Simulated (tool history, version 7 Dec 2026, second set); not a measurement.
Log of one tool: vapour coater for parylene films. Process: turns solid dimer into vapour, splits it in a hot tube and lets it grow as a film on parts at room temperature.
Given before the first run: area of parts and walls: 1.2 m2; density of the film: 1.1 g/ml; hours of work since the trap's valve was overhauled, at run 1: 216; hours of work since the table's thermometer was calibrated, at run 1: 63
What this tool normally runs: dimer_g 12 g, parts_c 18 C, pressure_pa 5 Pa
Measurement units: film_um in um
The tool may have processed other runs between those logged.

| run | hour | dimer_g | parts_c | pressure_pa | hours of work since the trap's valve was overhauled | hours of work since the table's thermometer was calibrated | film_um |
|---|---|---|---|---|---|---|---|
| 1 | 0 | 12 | 18 | 5 | 216 | 63 | 6.03 |
| 2 | 13 | 12 | 29 | 5 | 228 | 75 | 4.64 |
| 3 | 20.3 | 13 | 18 | 5 | 234 | 81 | 6.46 |
| 4 | 36.2 | 13 | 18 | 5 | 248 | 95 | 6.47 |
| 5 | 45.5 | 13 | 18 | 5 | 256 | 103 | 6.45 |
| 6 | 56.3 | 10 | 18 | 5 | 266 | 112 | 5 |
| 7 | 68.3 | 10 | 18 | 5 | 276 | 123 | 4.98 |
| 8 | 80 | 10 | 18 | 5 | 286 | 133 | 4.97 |
| 9 | 92.5 | 10 | 18 | 5 | 297 | 144 | 4.96 |
| 10 | 107.9 | 8 | 18 | 5 | 311 | 157 | 3.98 |
| 11 | 115.3 | 8 | 18 | 5 | 317 | 164 | 3.96 |
| 12 | 128.5 | 8 | 18 | 5 | 329 | 175 | 3.95 |
| 13 | 139.1 | 12 | 18 | 5 | 338 | 185 | 5.92 |
| 14 | 153.7 | 12 | 18 | 5 | 351 | 197 | 5.94 |
| 15 | 164.4 | 12 | 18 | 5 | 360 | 207 | 5.91 |
| 16 | 173 | 12 | 18 | 5 | 367 | 214 | 5.9 |
| 17 | 183 | 12 | 18 | 5 | 376 | 223 | 5.91 |
| 18 | 195.3 | 12 | 14 | 6.83 | 387 | 234 | 6.24 |
| 19 | 204.9 | 8 | 19 | 5.19 | 395 | 242 | 3.8 |
| 20 | 216.6 | 10 | 12 | 2.97 | 405 | 252 | 5.91 |
|  | 224.5 | gauge calibrated |
| 21 | 226.6 | 10 | 12 | 2.97 | 414 | 261 | 6.02 |
| 22 | 235.2 | 10 | 12 | 2.97 | 422 | 269 | 6.01 |
| 23 | 246.8 | 10 | 21 | 4.01 | 432 | 279 | 4.74 |
| 24 | 260 | 10 | 21 | 4.01 | 443 | 290 | 4.72 |
| 25 | 268.7 | 13 | 21 | 4.63 | 451 | 298 | 6.06 |
| 26 | 284.8 | 7 | 18 | 2.66 | 465 | 312 | 3.7 |
| 27 | 301.2 | 5 | 20 | 10.88 | 479 | 326 | 2.19 |
| 28 | 317.4 | 12 | 27 | 3.63 | 493 | 340 | 4.95 |
| 29 | 331.3 | 7 | 23 | 5 | 505 | 352 | 3.08 |
| 30 | 342.6 | 12 | 17 | 5 | 515 | 362 | 6.05 |
| 31 | 350.3 | 10 | 14 | 3.1 | 522 | 369 | 5.67 |
| 32 | 364.8 | 10 | 14 | 3.1 | 535 | 382 | 5.66 |
|  | 376.7 | trap's valve overhauled |
| 33 | 377.9 | 10 | 14 | 3.1 | 1 | 390 | 5.65 |

What if the next run were any one of these 5? Each begins from the tool's condition after run 33:
| A | 386.3 | 12 | 25 | 4.53 | 8 | 397 | ? |
| B | 386.3 | 6 | 10 | 3.1 | 8 | 397 | ? |
| C | 386.3 | 12 | 15 | 6.21 | 8 | 397 | ? |
| D | 386.3 | 7 | 13 | 4.63 | 8 | 397 | ? |
| E | 386.3 | 6 | 15 | 5 | 8 | 397 | ? |

| run | film_um |
|---|---|
| A | 5.05 |
| B | 3.73 |
| C | 6.22 |
| D | 3.93 |
| E | 3.17 |
The same runs, with their run-to-run variation unchanged, on a tool lacking any hidden condition would have given:
| run | film_um |
|---|---|
| A | 5.13 |
| B | 3.79 |
| C | 6.31 |
| D | 3.99 |
| E | 3.22 |

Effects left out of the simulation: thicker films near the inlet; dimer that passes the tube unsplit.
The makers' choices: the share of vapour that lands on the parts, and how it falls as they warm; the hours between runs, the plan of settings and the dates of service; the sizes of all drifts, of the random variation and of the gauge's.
